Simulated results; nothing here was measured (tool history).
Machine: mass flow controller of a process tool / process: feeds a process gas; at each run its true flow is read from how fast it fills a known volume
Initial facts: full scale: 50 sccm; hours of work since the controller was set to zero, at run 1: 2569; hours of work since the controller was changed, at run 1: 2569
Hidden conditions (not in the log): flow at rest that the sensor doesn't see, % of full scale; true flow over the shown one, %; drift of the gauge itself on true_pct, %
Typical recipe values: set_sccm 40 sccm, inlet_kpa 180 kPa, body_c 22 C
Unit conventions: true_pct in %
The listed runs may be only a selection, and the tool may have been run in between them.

run	hour	set_sccm	inlet_kpa	body_c	hours of work since the controller was set to zero	hours of work since the controller was changed	true_pct
1	0	40	180	22	2569	2569	100.45
2	111.3	40	180	22	2619	2619	100.54
3	286.3	40	180	22	2699	2699	100.66
4	437.1	40	180	22	2768	2768	100.53
5	652.1	40	180	27	2865	2865	100.8
6	852.5	40	180	27	2957	2957	100.79
7	1048.3	40	180	27	3046	3046	100.83
8	1146.9	40	180	22	3091	3091	100.64
9	1327.5	45	180	22	3173	3173	100.85
10	1541.1	40	180	22	3270	3270	100.76
11	1695.2	10	180	22	3340	3340	98.17
12	1854	34	180	22	3412	3412	100.72
13	2062.2	7	180	22	3507	3507	97.08
14	2248	9	180	22	3592	3592	97.97
15	2341.4	9	148	22	3634	3634	98.04
16	2548.5	9	148	22	3728	3728	97.96
17	2730.8	9	148	22	3811	3811	98.04
18	2823.8	9	148	22	3854	3854	98.05
19	2910.7	40	180	22	3893	3893	101.04
20	3087.9	40	214	22	3974	3974	100.89
21	3175.9	40	214	22	4014	4014	100.89
22	3348.6	40	214	22	4092	4092	100.99
23	3468.5	40	214	24	4147	4147	101.03
24	3670.4	40	214	24	4239	4239	100.91
25	3846.8	40	214	24	4319	4319	101.11
26	4055.9	40	180	22	4414	4414	101.19
27	4229.5	9	180	33	4493	4493	98.17
28	4388.8	9	180	33	4566	4566	98.2
29	4530.4	28	180	20	4630	4630	100.63
30	4711.8	28	180	20	4713	4713	100.57
31	4914	8	223	20	4805	4805	96.95
32	5037	17	180	28	4861	4861	99.92
33	5226	17	180	28	4946	4946	99.92
34	5413.3	17	216	22	5032	5032	99.35
35	5536.7	40	204	22	5088	5088	101.39
36	5733	40	204	22	5177	5177	101.27
37	5940.5	6	180	22	5272	5272	95.79
38	6089.2	29	271	25	5339	5339	100.56
39	6290	29	271	25	5431	5431	100.42
40	6412.1	40	151	23	5486	5486	101.82
41	6596.5	8	170	29	5570	5570	97.57
42	6760.1	5	194	30	5645	5645	94.55
43	6917.3	5	194	30	5716	5716	94.45
44	7068.4	6	180	31	5785	5785	95.87
45	7173.2	26	180	36	5832	5832	101.35
46	7374.1	19	247	22	5924	5924	99.74
47	7484.1	23	180	23	5974	5974	100.82

Run by run, hidden condition taken away, random variation retained:
run	true_pct
1	99.63
2	99.7
3	99.79
4	99.63
5	99.86
6	99.82
7	99.82
8	99.62
9	99.73
10	99.66
11	98.71
12	99.66
13	98.61
14	98.78
15	98.86
16	98.79
17	98.89
18	98.9
19	99.69
20	99.52
21	99.5
22	99.57
23	99.58
24	99.43
25	99.6
26	99.64
27	99.08
28	99.11
29	99.3
30	99.22
31	98.32
32	99.24
33	99.22
34	98.63
35	99.56
36	99.4
37	98.65
38	98.95
39	98.77
40	99.83
41	99.08
42	98.75
43	98.69
44	98.94
45	99.7
46	98.6
47	99.31
